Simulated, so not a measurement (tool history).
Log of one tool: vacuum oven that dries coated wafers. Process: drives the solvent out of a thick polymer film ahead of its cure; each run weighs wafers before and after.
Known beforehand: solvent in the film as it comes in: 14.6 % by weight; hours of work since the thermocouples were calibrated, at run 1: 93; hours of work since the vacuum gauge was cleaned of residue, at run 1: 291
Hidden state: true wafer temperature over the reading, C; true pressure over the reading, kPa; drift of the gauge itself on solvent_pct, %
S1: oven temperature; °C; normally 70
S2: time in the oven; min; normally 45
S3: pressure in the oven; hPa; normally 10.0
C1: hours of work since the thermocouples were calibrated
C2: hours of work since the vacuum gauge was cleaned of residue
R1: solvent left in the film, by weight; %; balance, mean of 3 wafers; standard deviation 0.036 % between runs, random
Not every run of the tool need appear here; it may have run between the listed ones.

run    hour  S1  S2    S3   C1   C2    R1
  1     0.0  70  45  10.0   93  291  1.05
  2    25.7  70  45  35.0  105  303  2.61
  3    59.1  70  45  35.0  121  319  2.58
  4    97.8  70  45  35.0  139  337  2.70
  5   131.1  70  45  35.0  155  353  2.66
  6   147.3  70  45  35.0  163  361  2.66
  7   164.5  70  45   5.0  171  369  0.82
  8   196.7  70  45   5.0  186  384  0.78
  9   213.4  70  45   5.0  194  392  0.83
 10   244.7  70  45  10.0  209  407  1.14
 11   267.2  70  45  10.0  220  418  1.14
 12   305.5  70  45  10.0  238  436  1.07
 13   334.0  70  45  10.0  251  449  1.16
 14   367.4  56  45  10.0  267  465  5.09
 15   400.6  70  35  10.0  283  481  1.53
 16   422.7  70  35  18.0  293  491  1.98
 17   445.7  70  35  18.0  304  502  1.94
 18   466.9  70  39  18.0  314  512  1.77
 19   500.5  69  45  10.0  330  528  1.24
 20   536.9  69  45  10.0  347  545  1.23
 21   563.8  69  45  10.0  360  558  1.22
 22   602.5  70  67  10.0  378  576  0.83
 23   635.5  70  67  10.0  394  592  0.81
 24   672.0  70  45  10.0  411  609  1.13
 25   694.2  70  45  10.0  422  620  1.12
      698.9  -- vacuum gauge cleaned of residue and calibrated
 26   727.2  66  45  24.2  437   13  2.87
 27   748.7  82  75   7.8  447   24  0.42
 28   785.9  68  23  39.7  464   41  5.03
 29   820.1  68  76  39.7  481   57  2.99
 30   858.7  70  44  10.6  499   76  1.27
 31   893.9  83  45  10.3  516   92  0.55
 32   925.2  70  26   6.7  530  107  2.11
      929.1  -- vacuum gauge cleaned of residue and calibrated, once more
 33   961.9  69  42  23.8  547   16  1.97
 34   982.6  69  42  23.8  557   25  2.00
 35  1009.7  61  42  32.6  570   38  4.83
 36  1028.8  83  33  10.0  579   47  0.35
 37  1064.5  67  35  33.6  596   64  3.36
 38  1102.7  67  35  33.6  614   82  3.41
 39  1124.3  81  36  36.1  624   92  1.43
 40  1153.2  63  64  39.2  638  106  3.81
 41  1184.2  84  23  10.0  652  121  0.37
 42  1204.3  70  31   8.5  662  130  1.42
 43  1223.6  72  35  25.5  671  140  1.90
 44  1243.8  72  35  25.5  681  149  1.75
 45  1278.7  72  35  25.5  697  166  1.85
 46  1297.7  74  36   9.7  706  175  0.71
 47  1333.5  74  36   9.7  723  192  0.78

Branching from run 47: 4 alternative next runs. What would each branch give?
  A  1352.9  76  23  15.5  732  201   ?
  B  1352.9  74  36   9.7  732  201   ?
  C  1352.9  68  56   8.3  732  201   ?
  D  1352.9  70  45  36.4  732  201   ?

run    R1
  A  1.30
  B  0.72
  C  0.85
  D  2.47
Take away the tool's hidden state, keep each run's random variation, and the runs would have read:
run    R1
  A  1.60
  B  0.87
  C  1.01
  D  2.76

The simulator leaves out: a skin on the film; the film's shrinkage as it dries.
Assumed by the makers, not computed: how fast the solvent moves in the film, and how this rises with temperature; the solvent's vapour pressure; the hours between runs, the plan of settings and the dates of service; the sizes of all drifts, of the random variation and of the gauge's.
